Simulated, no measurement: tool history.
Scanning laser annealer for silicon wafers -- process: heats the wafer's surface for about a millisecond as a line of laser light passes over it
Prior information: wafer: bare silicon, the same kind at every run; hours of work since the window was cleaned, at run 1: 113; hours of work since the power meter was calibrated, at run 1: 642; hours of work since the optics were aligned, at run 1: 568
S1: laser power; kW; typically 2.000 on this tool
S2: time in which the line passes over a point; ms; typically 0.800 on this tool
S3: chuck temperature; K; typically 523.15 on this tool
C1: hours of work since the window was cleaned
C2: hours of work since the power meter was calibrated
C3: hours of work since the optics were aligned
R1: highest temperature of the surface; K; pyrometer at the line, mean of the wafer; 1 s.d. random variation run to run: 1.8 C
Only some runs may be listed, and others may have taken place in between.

run	hour	S1	S2	S3	C1	C2	C3	R1
1	0.0	2.000	0.800	523.15	113	642	568	1335.15
2	63.1	2.000	0.800	523.15	144	673	599	1338.15
3	100.7	1.904	0.800	523.15	163	692	618	1292.15
4	134.9	2.000	0.954	523.15	180	709	635	1412.15
5	178.1	2.000	0.954	523.15	201	730	656	1410.15
6	231.6	2.000	0.954	523.15	227	756	682	1408.15
7	276.8	2.000	0.800	523.15	250	779	705	1328.15
8	307.8	2.000	0.800	561.15	265	794	720	1366.15
9	338.7	2.000	0.800	561.15	280	809	735	1364.15
10	380.4	2.000	0.800	523.15	301	830	756	1323.15
11	436.2	2.000	0.800	523.15	328	857	784	1324.15
12	484.1	2.000	0.800	523.15	352	881	807	1323.15
13	520.1	2.000	0.800	523.15	370	899	825	1321.15
14	568.0	2.000	0.800	542.15	393	923	849	1338.15
# hour 602.3: window over the wafer cleaned
15	606.8	2.000	0.800	542.15	2	941	867	1362.15
16	676.2	2.000	0.800	496.15	36	975	901	1309.15
17	710.0	2.000	0.800	523.15	53	992	918	1335.15
18	771.8	2.000	0.899	523.15	84	1022	948	1390.15
19	828.4	2.000	0.899	523.15	112	1050	976	1384.15
20	874.5	2.000	0.899	523.15	134	1073	999	1382.15
21	909.5	2.000	0.984	523.15	152	1090	1016	1425.15
22	961.3	2.000	0.984	523.15	177	1116	1042	1425.15
23	999.8	2.000	0.984	523.15	196	1135	1061	1426.15
24	1067.0	2.000	0.984	523.15	229	1168	1094	1421.15
# hour 1074.9: optics aligned, line set to its width
25	1106.4	2.000	0.984	523.15	246	1185	16	1415.15
26	1157.3	1.769	0.955	523.15	272	1210	41	1297.15
27	1220.8	1.769	0.955	523.15	303	1241	72	1296.15
28	1264.1	1.769	0.955	523.15	324	1263	93	1294.15
29	1295.0	1.769	0.955	523.15	340	1278	109	1292.15
# hour 1339.5: optics aligned, line set to its width, once more
30	1360.4	1.769	0.955	523.15	369	1308	10	1300.15
31	1389.3	1.800	0.613	503.15	384	1322	25	1126.15
# hour 1445.9: window over the wafer cleaned
32	1452.8	2.047	0.774	516.15	3	1353	55	1347.15
33	1497.2	2.000	0.846	525.15	25	1374	77	1374.15
34	1550.3	2.000	0.846	525.15	52	1401	103	1372.15
35	1587.3	2.000	0.846	525.15	70	1419	121	1374.15
36	1637.8	2.000	0.562	525.15	95	1444	146	1205.15
37	1676.3	2.000	0.562	503.15	114	1463	165	1181.15
38	1720.7	2.000	0.800	517.15	136	1485	187	1335.15
39	1749.9	2.169	0.800	550.15	150	1499	202	1436.15
40	1816.6	2.169	0.800	550.15	183	1532	235	1436.15
41	1871.3	2.004	0.776	499.15	210	1559	262	1301.15

Forecast each of these 4 alternatives for the next run:
A	1933.2	1.817	0.974	551.15	241	1590	292	?
B	1933.2	1.996	0.577	512.15	241	1590	292	?
C	1933.2	1.825	0.800	490.15	241	1590	292	?
D	1933.2	1.992	0.588	540.15	241	1590	292	?

run	R1
A	1369.15
B	1191.15
C	1228.15
D	1225.15
With no hidden state in the tool, these same runs would have given:
run	R1
A	1380.15
B	1200.15
C	1238.15
D	1233.15

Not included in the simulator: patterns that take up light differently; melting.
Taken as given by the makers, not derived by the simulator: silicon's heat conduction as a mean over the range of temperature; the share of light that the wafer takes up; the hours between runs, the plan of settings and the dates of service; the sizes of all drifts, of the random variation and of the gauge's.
